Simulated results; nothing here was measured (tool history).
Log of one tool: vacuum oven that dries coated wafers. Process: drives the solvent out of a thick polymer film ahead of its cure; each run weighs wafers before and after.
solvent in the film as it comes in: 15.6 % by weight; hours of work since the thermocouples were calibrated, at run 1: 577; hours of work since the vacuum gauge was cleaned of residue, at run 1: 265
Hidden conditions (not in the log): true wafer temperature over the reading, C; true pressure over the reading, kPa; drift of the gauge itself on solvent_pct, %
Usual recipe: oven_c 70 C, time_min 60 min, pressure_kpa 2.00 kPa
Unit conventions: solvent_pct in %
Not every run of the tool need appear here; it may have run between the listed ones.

run	hour	oven_c	time_min	pressure_kpa	hours of work since the thermocouples were calibrated	hours of work since the vacuum gauge was cleaned of residue	solvent_pct
1	0.0	70	60	2.00	577	265	2.451
2	6.3	70	60	2.00	581	269	2.455
3	11.7	70	60	2.00	584	272	2.454
4	21.7	70	60	2.00	590	278	2.448
5	34.2	70	60	2.00	597	286	2.453
6	43.2	70	60	2.00	603	291	2.457
7	50.6	70	60	2.29	607	295	2.515
8	56.7	70	60	2.29	611	299	2.518
9	68.6	70	60	2.29	618	306	2.505
10	75.3	70	60	2.00	622	310	2.458
11	83.1	77	60	2.00	626	315	1.354
12	91.0	74	60	2.00	631	319	1.762
13	99.0	70	60	1.65	636	324	2.363
14	110.9	70	60	1.65	643	331	2.366
15	123.2	70	60	1.65	650	338	2.365
16	130.5	70	60	1.65	654	343	2.365
17	137.6	70	60	1.65	659	347	2.374
18	148.7	70	60	1.65	665	354	2.370
19	159.9	68	60	1.65	672	360	2.768
20	170.7	70	60	2.00	678	367	2.450
21	181.7	70	60	1.12	685	373	2.240
22	190.2	70	60	2.65	690	378	2.602
23	199.1	80	60	2.65	695	383	1.122
24	206.6	83	32	2.00	700	388	2.365
25	216.6	70	66	2.00	705	394	2.132
26	226.2	70	66	2.00	711	399	2.116
27	236.5	70	66	2.00	717	406	2.122
28	249.0	61	60	4.82	725	413	5.286
29	260.2	56	60	3.09	731	420	6.062
30	266.9	83	60	2.14	735	424	0.778
31	272.3	83	62	2.14	738	427	0.719
32	279.5	83	34	7.45	743	431	2.912
33	285.5	83	34	7.45	746	435	2.925
34	295.9	83	34	7.45	752	441	2.908
35	303.4	58	78	5.47	757	445	5.303
36	313.5	58	78	5.47	763	451	5.308
37	322.2	58	48	5.47	768	456	7.171
38	331.2	58	50	2.86	773	462	6.235
39	339.8	56	50	1.59	778	467	6.339
40	351.0	56	105	5.17	785	473	4.690
41	359.3	56	32	4.23	790	478	8.787
42	367.2	56	32	4.23	795	483	8.776
43	372.8	70	34	2.00	798	486	4.807
44	385.1	74	34	4.85	805	494	4.412
45	395.8	60	60	2.00	812	500	4.681

What if the next run were any one of these 3? Each begins from the tool's condition after run 45:
A	403.1	83	54	1.88	816	504	?
B	403.1	70	55	2.00	816	504	?
C	403.1	70	60	3.71	816	504	?

run	solvent_pct
A	0.893
B	2.773
C	2.850
Take away the tool's hidden state, keep each run's random variation, and the runs would have read:
run	solvent_pct
A	0.894
B	2.775
C	2.853
